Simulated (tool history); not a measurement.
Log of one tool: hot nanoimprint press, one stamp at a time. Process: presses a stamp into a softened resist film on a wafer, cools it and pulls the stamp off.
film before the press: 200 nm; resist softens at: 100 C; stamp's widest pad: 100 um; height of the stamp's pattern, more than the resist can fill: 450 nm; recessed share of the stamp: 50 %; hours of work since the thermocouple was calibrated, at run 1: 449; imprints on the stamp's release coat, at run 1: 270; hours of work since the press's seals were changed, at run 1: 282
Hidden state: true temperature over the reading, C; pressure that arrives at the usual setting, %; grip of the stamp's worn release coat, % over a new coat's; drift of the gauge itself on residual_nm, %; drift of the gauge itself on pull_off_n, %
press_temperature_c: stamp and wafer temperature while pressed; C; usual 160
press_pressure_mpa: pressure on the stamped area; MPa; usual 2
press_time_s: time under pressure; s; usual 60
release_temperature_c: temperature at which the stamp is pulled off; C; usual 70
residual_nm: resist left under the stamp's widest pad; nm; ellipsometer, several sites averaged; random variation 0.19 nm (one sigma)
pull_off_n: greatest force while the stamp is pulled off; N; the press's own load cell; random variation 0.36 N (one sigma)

run  hour  press_temperature_c  press_pressure_mpa  press_time_s  release_temperature_c  hours of work since the thermocouple was calibrated  imprints on the stamp's release coat  hours of work since the press's seals were changed  residual_nm  pull_off_n
  1     0                  160                   2            60                     70                                                  449                                   270                                                 282         66.1       133.3
  2   8.5                  160                   2            60                     70                                                  455                                   320                                                 289         66.2       133.5
  3  13.6                  160                   2            60                     70                                                  460                                   349                                                 293         65.8       133.8
     23.4  -- plate thermocouple calibrated
  4  25.6                  148                   2            60                     70                                                    2                                   402                                                 300        124.2       132.9
  5  31.1                  148                   2            60                     70                                                    6                                   434                                                 304        124.4       132.2
  6  37.5                  148                   2            60                     70                                                   11                                   472                                                 309        124.4       132.5
  7  44.1                  168                   2            60                     70                                                   16                                   510                                                 314         39.9       133.4
  8  51.2                  166                2.57            33                     71                                                   22                                   552                                                 320         52.2       131.8
  9  59.7                  160                2.94            60                     70                                                   29                                   601                                                 327         52.4       133.9
     63.1  -- plate thermocouple calibrated, once more
 10  69.9                  152                2.66            60                     73                                                    5                                   644                                                 333        101.8         132
 11    74                  160                   2            60                     62                                                    9                                   667                                                 336         71.1       159.1
 12  79.6                  160                   2            68                     70                                                   13                                   700                                                 340         67.3         140

Forecast each of these 5 alternatives for the next run:
  A  88.2                  160                   2            33                     70                                                   20                                   751                                                 347            ?           ?
  B  88.2                  160                   2            34                     75                                                   20                                   751                                                 347            ?           ?
  C  88.2                  161                   2            60                     70                                                   20                                   751                                                 347            ?           ?
  D  88.2                  160                2.04            56                     70                                                   20                                   751                                                 347            ?           ?
  E  88.2                  155                   2            92                     77                                                   20                                   751                                                 347            ?           ?

run  residual_nm  pull_off_n
  A         90.9       140.3
  B         89.8       128.8
  C         66.7       140.6
  D         72.4       140.4
  E           80         123
Without the tool's hidden state the same runs would have given:
run  residual_nm  pull_off_n
  A         90.4       133.4
  B         89.2       122.4
  C         66.2       133.6
  D         71.9       133.4
  E         79.5       116.9
